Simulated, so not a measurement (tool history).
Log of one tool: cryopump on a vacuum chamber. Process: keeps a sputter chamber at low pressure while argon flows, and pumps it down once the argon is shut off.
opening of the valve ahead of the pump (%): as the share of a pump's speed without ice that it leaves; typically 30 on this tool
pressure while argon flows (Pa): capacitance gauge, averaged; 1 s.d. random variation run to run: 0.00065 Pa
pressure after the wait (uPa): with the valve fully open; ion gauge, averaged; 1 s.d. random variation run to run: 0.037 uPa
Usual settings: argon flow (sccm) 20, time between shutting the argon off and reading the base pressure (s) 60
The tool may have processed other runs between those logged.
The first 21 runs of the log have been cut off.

| run | hour | argon flow (sccm) | time between shutting the argon off and reading the base pressure (s) | opening of the valve ahead of the pump (%) | hours of work since the pump was warmed up and emptied | hours of work since the cold head was overhauled | hours of work since the chamber's fittings were tightened | pressure while argon flows (Pa) | pressure after the wait (uPa) |
|---|---|---|---|---|---|---|---|---|---|
| 22 | 407 | 9 | 73 | 23 | 530 | 530 | 481 | 0.0629 | 3.18 |
| 23 | 425.7 | 16 | 23 | 48 | 543 | 543 | 493 | 0.058 | 6.53 |
| 24 | 450.5 | 21 | 26 | 16 | 559 | 559 | 509 | 0.211 | 5.95 |
| 25 | 476.4 | 19 | 26 | 42 | 576 | 576 | 526 | 0.0779 | 6.22 |
| 26 | 502.3 | 20 | 81 | 30 | 592 | 592 | 543 | 0.1109 | 3.25 |
| 27 | 522.7 | 20 | 81 | 30 | 606 | 606 | 556 | 0.1117 | 3.36 |
|  | 538 | pump warmed up, emptied and cooled again |
| 28 | 541.1 | 11 | 71 | 36 | 2 | 614 | 565 | 0.0472 | 3.1 |
| 29 | 561.6 | 36 | 127 | 41 | 15 | 628 | 578 | 0.1349 | 2.41 |
| 30 | 579.7 | 11 | 142 | 21 | 27 | 639 | 590 | 0.0819 | 2.29 |
| 31 | 593.4 | 17 | 43 | 34 | 36 | 648 | 599 | 0.0766 | 4.1 |
| 32 | 605 | 19 | 121 | 25 | 44 | 656 | 606 | 0.1166 | 2.45 |
| 33 | 624.1 | 34 | 117 | 43 | 56 | 668 | 619 | 0.1232 | 2.55 |
| 34 | 640.7 | 19 | 60 | 57 | 67 | 679 | 630 | 0.0525 | 3.46 |

4 ways to go on from here, each from the tool as it stands after run 34. What would each give?
| A | 665.3 | 11 | 268 | 20 | 83 | 695 | 646 | ? | ? |
| B | 665.3 | 36 | 65 | 34 | 83 | 695 | 646 | ? | ? |
| C | 665.3 | 22 | 60 | 57 | 83 | 695 | 646 | ? | ? |
| D | 665.3 | 34 | 22 | 46 | 83 | 695 | 646 | ? | ? |

| run | pressure while argon flows (Pa) | pressure after the wait (uPa) |
|---|---|---|
| A | 0.085 | 2.15 |
| B | 0.1645 | 3.53 |
| C | 0.0605 | 3.57 |
| D | 0.1162 | 6.79 |
With the hidden condition removed and each run's random variation left untouched, the same runs would have given:
| run | pressure while argon flows (Pa) | pressure after the wait (uPa) |
|---|---|---|
| A | 0.0844 | 0.68 |
| B | 0.1625 | 2.01 |
| C | 0.0593 | 2.09 |
| D | 0.1143 | 5.31 |

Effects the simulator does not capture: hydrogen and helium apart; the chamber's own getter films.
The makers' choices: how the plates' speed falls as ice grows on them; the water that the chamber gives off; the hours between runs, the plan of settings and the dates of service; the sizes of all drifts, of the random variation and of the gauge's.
